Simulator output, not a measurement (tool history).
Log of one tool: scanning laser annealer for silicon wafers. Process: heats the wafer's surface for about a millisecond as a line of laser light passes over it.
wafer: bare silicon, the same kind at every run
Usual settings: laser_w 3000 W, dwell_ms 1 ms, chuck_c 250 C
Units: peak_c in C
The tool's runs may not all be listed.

run 1 hour=0 | laser_w=3000 dwell_ms=1 chuck_c=250 | peak_c=1073
run 2 hour=27.3 | laser_w=3000 dwell_ms=1 chuck_c=250 | peak_c=1075
run 3 hour=43.6 | laser_w=3000 dwell_ms=1 chuck_c=250 | peak_c=1072
run 4 hour=68.6 | laser_w=3000 dwell_ms=1 chuck_c=250 | peak_c=1073
run 5 hour=94.1 | laser_w=2554 dwell_ms=1 chuck_c=250 | peak_c=957
run 6 hour=122.9 | laser_w=3076 dwell_ms=1 chuck_c=250 | peak_c=1098
run 7 hour=148 | laser_w=3076 dwell_ms=1 chuck_c=250 | peak_c=1092
run 8 hour=164.4 | laser_w=3076 dwell_ms=1 chuck_c=250 | peak_c=1095
run 9 hour=186.7 | laser_w=3000 dwell_ms=0.99 chuck_c=250 | peak_c=1069
run 10 hour=209.1 | laser_w=3000 dwell_ms=1 chuck_c=220 | peak_c=1042
-- hour=232.5 window over the wafer cleaned
run 11 hour=239.1 | laser_w=3000 dwell_ms=1 chuck_c=220 | peak_c=1040
run 12 hour=256.4 | laser_w=3000 dwell_ms=0.78 chuck_c=250 | peak_c=974
run 13 hour=283.3 | laser_w=3000 dwell_ms=1 chuck_c=224 | peak_c=1047
run 14 hour=299.4 | laser_w=2827 dwell_ms=1 chuck_c=250 | peak_c=1030
run 15 hour=319.3 | laser_w=3000 dwell_ms=1 chuck_c=250 | peak_c=1071
run 16 hour=345.1 | laser_w=3000 dwell_ms=1 chuck_c=250 | peak_c=1072
run 17 hour=368.1 | laser_w=2737 dwell_ms=0.71 chuck_c=225 | peak_c=857
run 18 hour=384.4 | laser_w=3000 dwell_ms=1.12 chuck_c=271 | peak_c=1148
run 19 hour=402.8 | laser_w=3000 dwell_ms=1.12 chuck_c=271 | peak_c=1143
run 20 hour=415.8 | laser_w=3077 dwell_ms=1.25 chuck_c=270 | peak_c=1219
run 21 hour=435.5 | laser_w=3028 dwell_ms=1.14 chuck_c=250 | peak_c=1141
run 22 hour=458.9 | laser_w=2754 dwell_ms=1.16 chuck_c=250 | peak_c=1073
run 23 hour=486.2 | laser_w=3174 dwell_ms=1.16 chuck_c=250 | peak_c=1191
run 24 hour=514.5 | laser_w=3174 dwell_ms=1.16 chuck_c=250 | peak_c=1185
run 25 hour=540.5 | laser_w=2739 dwell_ms=1.16 chuck_c=276 | peak_c=1091
run 26 hour=560.8 | laser_w=2739 dwell_ms=1.16 chuck_c=276 | peak_c=1092
run 27 hour=584.5 | laser_w=2739 dwell_ms=1.16 chuck_c=276 | peak_c=1090
-- hour=610.1 optics aligned, line set to its width
run 28 hour=611.9 | laser_w=2556 dwell_ms=1.25 chuck_c=244 | peak_c=1039
run 29 hour=634.3 | laser_w=2666 dwell_ms=0.81 chuck_c=250 | peak_c=910
run 30 hour=652.8 | laser_w=2816 dwell_ms=0.9 chuck_c=263 | peak_c=1000
run 31 hour=668.9 | laser_w=2816 dwell_ms=0.9 chuck_c=263 | peak_c=999

4 ways to go on from here, each from the tool as it stands after run 31. What would each give?
run A hour=695.9 | laser_w=2816 dwell_ms=1.22 chuck_c=285 | peak_c=?
run B hour=695.9 | laser_w=2816 dwell_ms=1.15 chuck_c=242 | peak_c=?
run C hour=695.9 | laser_w=3000 dwell_ms=0.98 chuck_c=269 | peak_c=?
run D hour=695.9 | laser_w=2811 dwell_ms=0.82 chuck_c=268 | peak_c=?

run=A peak_c=1146
run=B peak_c=1077
run=C peak_c=1085
run=D peak_c=968
Without the tool's hidden state the same runs would have given:
run=A peak_c=1146
run=B peak_c=1077
run=C peak_c=1086
run=D peak_c=969
